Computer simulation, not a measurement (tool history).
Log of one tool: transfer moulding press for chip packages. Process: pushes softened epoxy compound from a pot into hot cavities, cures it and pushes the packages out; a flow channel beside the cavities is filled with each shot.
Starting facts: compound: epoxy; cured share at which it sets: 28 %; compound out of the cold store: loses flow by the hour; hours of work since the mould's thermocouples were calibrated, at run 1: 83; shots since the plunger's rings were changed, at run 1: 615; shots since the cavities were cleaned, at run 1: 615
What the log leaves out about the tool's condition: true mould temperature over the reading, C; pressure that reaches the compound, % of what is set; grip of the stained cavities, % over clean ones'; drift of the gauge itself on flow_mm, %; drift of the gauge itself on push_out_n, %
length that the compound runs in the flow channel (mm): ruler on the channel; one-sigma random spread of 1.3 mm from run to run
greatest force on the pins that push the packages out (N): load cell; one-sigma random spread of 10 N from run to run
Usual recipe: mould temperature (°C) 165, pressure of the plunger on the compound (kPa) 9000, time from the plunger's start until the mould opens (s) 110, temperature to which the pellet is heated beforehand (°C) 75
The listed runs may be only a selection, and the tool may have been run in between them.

run	hour	mould temperature (°C)	pressure of the plunger on the compound (kPa)	time from the plunger's start until the mould opens (s)	temperature to which the pellet is heated beforehand (°C)	hours of work since the mould's thermocouples were calibrated	shots since the plunger's rings were changed	shots since the cavities were cleaned	incoming compound's hours out of the cold store	length that the compound runs in the flow channel (mm)	greatest force on the pins that push the packages out (N)
1	0	165	9000	110	75	83	615	615	25.7	639	662
2	21.2	165	9000	110	75	99	909	909	38.3	593	716
# hour 37.4: cavities cleaned with cleaning compound and waxed
3	38.7	165	9000	110	75	112	1131	18	21	652	507
4	62.6	165	9000	110	70	131	1462	349	38.3	590	609
5	75.9	165	9000	110	70	141	1646	533	17.4	666	706
6	102.4	165	9000	110	70	162	2015	902	22.3	646	751
# hour 117.4: cavities cleaned with cleaning compound and waxed
7	128.8	165	9000	110	70	181	2359	157	16.5	666	608
8	144.7	165	9000	110	70	193	2580	378	23.9	637	617
9	173	165	8260	110	75	215	2973	771	26.1	600	727
# hour 197.2: cavities cleaned with cleaning compound and waxed
10	199.4	165	8260	110	75	235	3318	31	46.8	530	498
11	218.3	158	9000	110	75	250	3580	293	19.1	670	844
12	235.6	165	9000	110	81	263	3820	533	29.6	610	641
# hour 259.9: plunger's sealing rings changed
13	260.2	165	9000	110	81	280	4	839	30.8	626	765
14	276.8	165	9000	110	81	293	235	1070	9.7	712	779
# hour 280.5: cavities cleaned with cleaning compound and waxed
15	294	165	9000	110	81	305	452	187	39.2	592	593
16	319.8	165	9000	110	81	325	810	545	19	666	704
17	346.3	170	8540	120	75	346	1178	913	32	589	688
# hour 360: cavities cleaned with cleaning compound and waxed
18	376	170	8540	120	75	368	1569	222	8.8	679	538
19	394.9	165	9000	123	75	383	1830	483	12	690	621
# hour 423.4: mould's thermocouples calibrated
20	426.4	165	9690	109	75	2	2240	893	24.4	663	735
# hour 442.7: cavities cleaned with cleaning compound and waxed
21	450.3	167	7400	110	75	20	2550	105	36.9	530	525
22	469.6	167	7400	110	75	35	2818	373	27.5	562	604
23	500.5	167	8490	110	70	59	3246	801	30.5	587	689
24	516.5	167	9200	110	67	71	3468	1023	36.7	589	705
# hour 523.3: cavities cleaned with cleaning compound and waxed
25	549	165	7670	110	71	95	3898	357	47.8	504	647
# hour 566.9: plunger's sealing rings changed
26	576.4	165	7670	133	79	115	132	703	46.7	523	652
27	591.3	165	9000	110	66	127	338	909	43	579	744
# hour 607: cavities cleaned with cleaning compound and waxed
28	623.7	167	9000	110	70	151	767	232	31.4	611	573

How the hidden state differs across the entries between the runs, from the last listed run before each to the first after it:
Logged between run 2 and run 3: cavities cleaned with cleaning compound and waxed (hour 37.4)
  true mould temperature over the reading, C: -0.01 -> -0.04; pressure that reaches the compound, % of what is set: 98.08 -> 97.74; grip of the stained cavities, % over clean ones': 53.1 -> 3.7
  measured minus no-state result, length that the compound runs in the flow channel (mm): -6 -> -7; greatest force on the pins that push the packages out (N): +248 -> +19
Logged between run 6 and run 7: cavities cleaned with cleaning compound and waxed (hour 117.4)
  true mould temperature over the reading, C: -0.14 -> -0.18; pressure that reaches the compound, % of what is set: 96.52 -> 96.04; grip of the stained cavities, % over clean ones': 54.1 -> 18.1
  measured minus no-state result, length that the compound runs in the flow channel (mm): -11 -> -13; greatest force on the pins that push the packages out (N): +266 -> +96
Logged between run 9 and run 10: cavities cleaned with cleaning compound and waxed (hour 197.2)
  true mould temperature over the reading, C: -0.25 -> -0.29; pressure that reaches the compound, % of what is set: 95.18 -> 94.68; grip of the stained cavities, % over clean ones': 51.1 -> 3.9
  measured minus no-state result, length that the compound runs in the flow channel (mm): -15 -> -15; greatest force on the pins that push the packages out (N): +248 -> +21
Logged between run 12 and run 13: plunger's sealing rings changed (hour 259.9)
  true mould temperature over the reading, C: -0.35 -> -0.38; pressure that reaches the compound, % of what is set: 93.97 -> 99.98; grip of the stained cavities, % over clean ones': 40.9 -> 51.7
  measured minus no-state result, length that the compound runs in the flow channel (mm): -19 -> +0; greatest force on the pins that push the packages out (N): +191 -> +267
Logged between run 14 and run 15: cavities cleaned with cleaning compound and waxed (hour 280.5)
  true mould temperature over the reading, C: -0.41 -> -0.43; pressure that reaches the compound, % of what is set: 99.64 -> 99.28; grip of the stained cavities, % over clean ones': 57 -> 19.6
  measured minus no-state result, length that the compound runs in the flow channel (mm): +0 -> -1; greatest force on the pins that push the packages out (N): +284 -> +101
Logged between run 17 and run 18: cavities cleaned with cleaning compound and waxed (hour 360)
  true mould temperature over the reading, C: -0.52 -> -0.57; pressure that reaches the compound, % of what is set: 98.19 -> 97.61; grip of the stained cavities, % over clean ones': 54 -> 21.4
  measured minus no-state result, length that the compound runs in the flow channel (mm): -5 -> -7; greatest force on the pins that push the packages out (N): +242 -> +96
Logged between run 19 and run 20: mould's thermocouples calibrated (hour 423.4)
  true mould temperature over the reading, C: -0.6 -> 0.06; pressure that reaches the compound, % of what is set: 97.21 -> 96.59; grip of the stained cavities, % over clean ones': 38.3 -> 52.9
  measured minus no-state result, length that the compound runs in the flow channel (mm): -9 -> -12; greatest force on the pins that push the packages out (N): +178 -> +254
Logged between run 20 and run 21: cavities cleaned with cleaning compound and waxed (hour 442.7)
  true mould temperature over the reading, C: 0.06 -> 0.02; pressure that reaches the compound, % of what is set: 96.59 -> 96.14; grip of the stained cavities, % over clean ones': 52.9 -> 11.8
  measured minus no-state result, length that the compound runs in the flow channel (mm): -12 -> -11; greatest force on the pins that push the packages out (N): +254 -> +56
Logged between run 24 and run 25: cavities cleaned with cleaning compound and waxed (hour 523.3)
  true mould temperature over the reading, C: -0.09 -> -0.13; pressure that reaches the compound, % of what is set: 94.89 -> 94.27; grip of the stained cavities, % over clean ones': 55.7 -> 34.1
  measured minus no-state result, length that the compound runs in the flow channel (mm): -16 -> -14; greatest force on the pins that push the packages out (N): +254 -> +166
Logged between run 25 and run 26: plunger's sealing rings changed (hour 566.9)
  true mould temperature over the reading, C: -0.13 -> -0.17; pressure that reaches the compound, % of what is set: 94.27 -> 99.67; grip of the stained cavities, % over clean ones': 34.1 -> 49.3
  measured minus no-state result, length that the compound runs in the flow channel (mm): -14 -> -1; greatest force on the pins that push the packages out (N): +166 -> +216
Logged between run 27 and run 28: cavities cleaned with cleaning compound and waxed (hour 607)
  true mould temperature over the reading, C: -0.2 -> -0.25; pressure that reaches the compound, % of what is set: 99.35 -> 98.8; grip of the stained cavities, % over clean ones': 54.7 -> 23.5
  measured minus no-state result, length that the compound runs in the flow channel (mm): -2 -> -3; greatest force on the pins that push the packages out (N): +264 -> +110
